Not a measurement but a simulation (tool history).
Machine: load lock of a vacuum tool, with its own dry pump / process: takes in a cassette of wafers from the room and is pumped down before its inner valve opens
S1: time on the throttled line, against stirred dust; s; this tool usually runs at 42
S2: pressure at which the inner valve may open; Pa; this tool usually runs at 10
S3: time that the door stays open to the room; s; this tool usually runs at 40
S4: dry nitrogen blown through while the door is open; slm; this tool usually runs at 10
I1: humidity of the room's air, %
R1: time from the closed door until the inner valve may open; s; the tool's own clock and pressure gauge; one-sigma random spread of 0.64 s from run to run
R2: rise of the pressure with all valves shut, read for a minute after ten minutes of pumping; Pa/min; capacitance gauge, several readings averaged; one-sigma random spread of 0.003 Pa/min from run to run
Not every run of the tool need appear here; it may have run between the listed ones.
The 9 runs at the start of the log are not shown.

run,hour,S1,S2,S3,S4,I1,R1,R2
10,2148.8,42,10,40,10,45.9,94.0,0.030
11,2397.3,42,10,40,10,48.1,94.9,0.028
12,2589.4,42,10,40,10,43.3,93.5,0.026
13,2779.1,42,10,43,10,45.0,95.7,0.030
14,3060.6,42,10,43,10,46.0,94.9,0.031
15,3250.6,42,10,43,10,41.9,94.6,0.030
16,3448.0,42,10,43,10,44.9,95.3,0.030
17,3691.3,42,10,43,10,46.0,93.4,0.031
18,4011.6,60,10,40,10,42.1,107.0,0.023
19,4300.7,60,10,40,10,47.2,107.4,0.025
20,4600.4,60,16,95,10,44.7,103.9,0.046
21,4791.2,60,16,95,10,48.0,103.8,0.047
22,5067.3,75,13,216,10,41.0,116.1,0.068
23,5349.5,27,14,95,25,44.9,80.9,0.031
24,5673.8,42,8,53,10,46.1,95.2,0.040
25,5887.1,42,8,53,10,46.2,96.1,0.035
26,6031.2,42,8,53,10,47.0,95.6,0.037
27,6191.0,31,8,40,17,42.5,87.9,0.021
28,6418.4,68,17,83,14,47.8,109.3,0.034
# hour 6691.4: dry pump taken out, an overhauled one fitted
29,6712.9,23,13,41,5,43.2,78.9,0.030
30,6865.0,72,13,104,19,46.5,114.9,0.042
31,7107.1,72,19,182,8,44.4,110.7,0.076
32,7370.0,72,10,182,8,45.9,115.8,0.068

Run 33 is up next; what results do you expect?
33,7620.9,34,12,30,25,46.4,?,?

Run 33 came out at R1 86.2 s, R2 0.015 Pa/min.
On a tool with no hidden condition, and with the same random variation, this run would have come out at R1 86.2 s, R2 0.013 Pa/min.

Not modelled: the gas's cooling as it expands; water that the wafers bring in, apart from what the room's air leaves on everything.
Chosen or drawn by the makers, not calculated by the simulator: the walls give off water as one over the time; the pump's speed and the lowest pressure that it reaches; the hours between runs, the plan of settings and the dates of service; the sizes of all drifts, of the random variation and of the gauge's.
